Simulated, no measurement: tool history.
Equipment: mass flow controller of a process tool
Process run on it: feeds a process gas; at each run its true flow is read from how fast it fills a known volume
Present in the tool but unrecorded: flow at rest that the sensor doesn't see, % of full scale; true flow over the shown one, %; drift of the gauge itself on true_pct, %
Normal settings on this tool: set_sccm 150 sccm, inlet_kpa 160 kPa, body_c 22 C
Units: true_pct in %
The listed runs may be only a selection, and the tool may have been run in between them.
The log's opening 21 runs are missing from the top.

| run | day | set_sccm | inlet_kpa | body_c | hours of work since the controller was set to zero | hours of work since the controller was changed | true_pct |
|---|---|---|---|---|---|---|---|
| 22 | 337.312 | 272 | 229 | 35 | 4034 | 4034 | 100.37 |
| 23 | 357.704 | 272 | 229 | 35 | 4309 | 4309 | 100.24 |
| 24 | 371.871 | 216 | 229 | 39 | 4500 | 4500 | 100.41 |
| 25 | 390.8 | 216 | 229 | 39 | 4755 | 4755 | 100.47 |
| 26 | 408.883 | 250 | 150 | 22 | 4999 | 4999 | 99.64 |
| 27 | 420.721 | 64 | 231 | 34 | 5159 | 5159 | 99.78 |
| 28 | 439.204 | 64 | 231 | 25 | 5408 | 5408 | 99.03 |
| 29 | 460.467 | 150 | 159 | 22 | 5695 | 5695 | 99.45 |
| 30 | 473.058 | 102 | 171 | 22 | 5865 | 5865 | 99.4 |
| 31 | 491.375 | 102 | 171 | 22 | 6112 | 6112 | 99.26 |
| 32 | 512.875 | 250 | 171 | 22 | 6402 | 6402 | 99.65 |
| 33 | 527.933 | 240 | 160 | 22 | 6605 | 6605 | 99.53 |
| 34 | 546.321 | 240 | 160 | 22 | 6853 | 6853 | 99.72 |
| 35 | 565.142 | 150 | 160 | 38 | 7107 | 7107 | 100.55 |
| 36 | 579.733 | 150 | 160 | 38 | 7304 | 7304 | 100.7 |
| 37 | 602.2 | 175 | 160 | 26 | 7607 | 7607 | 99.88 |
| 38 | 617.583 | 83 | 242 | 37 | 7815 | 7815 | 100.05 |
|  | 633.896 | controller's zero set anew |
| 39 | 639.317 | 86 | 234 | 33 | 73 | 8108 | 99.72 |
| 40 | 661.458 | 86 | 234 | 33 | 372 | 8406 | 99.76 |

Here are 3 independent what-if runs from the current tool condition. What would each one return?
|  | 667.675 | controller exchanged for a calibrated one |
| A | 678.383 | 86 | 227 | 33 | 144 | 144 | ? |
|  | 667.675 | controller exchanged for a calibrated one |
| B | 678.383 | 150 | 160 | 35 | 144 | 144 | ? |
|  | 667.675 | controller exchanged for a calibrated one |
| C | 678.383 | 418 | 154 | 29 | 144 | 144 | ? |

| run | true_pct |
|---|---|
| A | 99.79 |
| B | 100.43 |
| C | 100.58 |
What these runs would have given with no unlogged condition in the tool:
| run | true_pct |
|---|---|
| A | 99.79 |
| B | 100.44 |
| C | 100.58 |
